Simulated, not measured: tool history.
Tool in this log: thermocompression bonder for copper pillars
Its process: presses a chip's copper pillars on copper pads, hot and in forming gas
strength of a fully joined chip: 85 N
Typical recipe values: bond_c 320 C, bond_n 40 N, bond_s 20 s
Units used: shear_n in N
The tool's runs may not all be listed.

run	day	bond_c	bond_n	bond_s	shear_n
1	0	320	40	20	46.6
2	0.317	320	40	20	46.2
3	0.771	296	40	20	35.4
4	1.45	296	40	20	34.3
5	2.096	320	40	22	47.6
# day 2.658: heater calibrated with a thermocouple chip
6	2.933	320	40	22	47.5
7	3.554	320	40	22	47.5
# day 4.304: heater calibrated with a thermocouple chip, once more
8	4.367	320	36	22	42.9
9	5	320	36	22	41.9
10	5.704	320	40	20	42.8
11	6.383	320	40	20	43.5
12	6.742	320	40	20	42.9
13	7.475	320	40	20	43.2
# day 7.992: forming gas filter changed
14	8.129	320	40	20	45
15	8.642	320	40	20	45.2
16	9.154	320	40	20	45.8
17	9.854	320	40	20	46
18	10.312	320	40	20	45.1
19	11.038	320	40	20	45.4
20	11.742	347	40	20	58
21	12.283	320	48	12	41
22	12.662	310	44	15	37.8
23	13.367	310	44	15	37.8
24	13.95	310	44	15	37.1
25	14.275	349	26	53	64.6
26	14.717	349	26	53	65.6
27	15.438	295	56	20	39.2
28	15.821	295	56	20	38.5
29	16.392	295	56	20	39.1
30	16.908	307	35	52	49.8
31	17.3	320	40	35	52.5
32	17.658	320	49	35	56.1
33	18.117	328	27	14	36.2
34	18.567	328	27	14	36
35	19.204	328	27	49	54.4
36	19.667	328	34	14	39.3
37	20.133	328	34	14	39.5
38	20.629	320	27	37	45.3
39	21.212	349	55	16	60.4

For each run, the measured value with the value that run would have given without the tool's hidden condition subtracted. The run-to-run variation is shared by both, the gauge scatter possibly not:
What the log doesn't record here: true temperature of the bond over the reading, C; force that reaches the chip, % of what is set; oxide that the forming gas leaves, % of the face; drift of the gauge itself on shear_n, %.
run	shear_n
1	+0.7
2	+0.6
3	+1
4	+0.9
5	+0.4
6	+1
7	+0.8
8	-2.5
9	-2.5
10	-2.6
11	-2.7
12	-2.7
13	-2.8
14	+0
15	-0.1
16	-0.1
17	-0.1
18	-0.2
19	-0.3
20	-0.6
21	-0.3
22	-0.4
23	-0.4
24	-0.4
25	-1.2
26	-1.3
27	-0.5
28	-0.5
29	-0.6
30	-1
31	-1.2
32	-1.4
33	-0.8
34	-0.8
35	-1.5
36	-1.1
37	-1
38	-1.4
39	-2.3
